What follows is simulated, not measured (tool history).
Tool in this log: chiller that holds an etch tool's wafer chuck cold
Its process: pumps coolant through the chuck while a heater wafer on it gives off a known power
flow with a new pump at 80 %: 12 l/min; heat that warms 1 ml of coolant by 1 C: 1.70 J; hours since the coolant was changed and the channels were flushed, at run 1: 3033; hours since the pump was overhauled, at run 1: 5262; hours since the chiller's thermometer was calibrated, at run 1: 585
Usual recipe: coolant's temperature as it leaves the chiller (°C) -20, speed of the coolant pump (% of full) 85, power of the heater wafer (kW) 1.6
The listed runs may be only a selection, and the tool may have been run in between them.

run,day,coolant's temperature as it leaves the chiller (°C),speed of the coolant pump (% of full),power of the heater wafer (kW),hours since the coolant was changed and the channels were flushed,hours since the pump was overhauled,hours since the chiller's thermometer was calibrated,chuck's temperature once it has settled (°C),how much warmer the coolant comes back (C)
1,0,-20,85,1.6,3033,5262,585,-4,4.82
2,2.617,-20,85,1.6,3096,5324,647,-3.9,4.82
3,5.038,-20,85,1.6,3154,5383,706,-3.9,4.79
4,8.254,-20,85,1.6,3231,5460,783,-3.8,4.84
5,12.596,-20,85,1.6,3335,5564,887,-3.9,4.82
6,16.312,-20,64,1.6,3424,5653,976,0.4,6.61
7,19.696,-20,64,1.6,3505,5734,1057,0.2,6.67
8,22.838,-20,64,1.6,3581,5810,1133,0.3,6.54
9,25.25,-20,85,1.881,3639,5868,1191,-1.1,5.61
10,29.362,-20,85,1.126,3737,5966,1289,-8.6,3.42
11,34.288,-20,85,1.6,3856,6085,1408,-3.7,4.86
12,39.2,-20,85,1.6,3974,6202,1525,-3.5,4.88
13,42.317,-20,85,1.6,4048,6277,1600,-3.5,4.85
14,45.467,-20,85,1.6,4124,6353,1676,-3.4,4.96
15,49.862,-20,85,1.6,4229,6458,1781,-3.5,4.89
16,55.117,-20,85,1.6,4356,6584,1908,-3.4,4.92
17,57.821,-20,85,1.6,4420,6649,1972,-3.5,4.92
18,63.175,-22,89,1.348,4549,6778,2101,-8.3,3.96
19,68.492,-20,85,1.321,4677,6905,2228,-6.2,4
20,71.7,-20,85,1.321,4754,6982,2305,-6.1,4.13
21,76.9,-26,85,1.6,4878,7107,2430,-9.2,4.94
22,81.325,-23,66,1.6,4985,7213,2536,-2.3,6.51
23,83.608,-23,66,1.6,5039,7268,2591,-2.2,6.55
24,86.25,-23,66,1.6,5103,7332,2655,-2.3,6.59
25,88.529,-23,66,1.6,5157,7386,2709,-2.3,6.6
26,92.042,-23,66,1.6,5242,7471,2794,-2.2,6.56
27,96.254,-20,71,0.952,5343,7572,2895,-8,3.64
28,101.408,-20,71,0.952,5467,7695,3018,-8.2,3.69
29,104.596,-20,71,0.952,5543,7772,3095,-8.1,3.64
30,109.379,-30,61,1.099,5658,7887,3210,-14.7,4.98
31,112.238,-13,85,1.105,5726,7955,3278,-1.1,3.46

5 options for the next run, each taken on its own from the tool as it stands now. Forecast them:
A,116.438,-25,88,1.419,5827,8056,3379,?,?
B,116.438,-22,85,1.6,5827,8056,3379,?,?
C,116.438,-30,63,1.054,5827,8056,3379,?,?
D,116.438,-19,89,0.832,5827,8056,3379,?,?
E,116.438,-17,79,1.575,5827,8056,3379,?,?

run,chuck's temperature once it has settled (°C),how much warmer the coolant comes back (C)
A,-9.9,4.31
B,-4.7,5.02
C,-15.5,4.6
D,-10.4,2.46
E,1,5.39
Take away the tool's hidden state, keep each run's random variation, and the runs would have read:
run,chuck's temperature once it has settled (°C),how much warmer the coolant comes back (C)
A,-12.5,3.76
B,-7.7,4.38
C,-18,4
D,-12,2.14
E,-2,4.7

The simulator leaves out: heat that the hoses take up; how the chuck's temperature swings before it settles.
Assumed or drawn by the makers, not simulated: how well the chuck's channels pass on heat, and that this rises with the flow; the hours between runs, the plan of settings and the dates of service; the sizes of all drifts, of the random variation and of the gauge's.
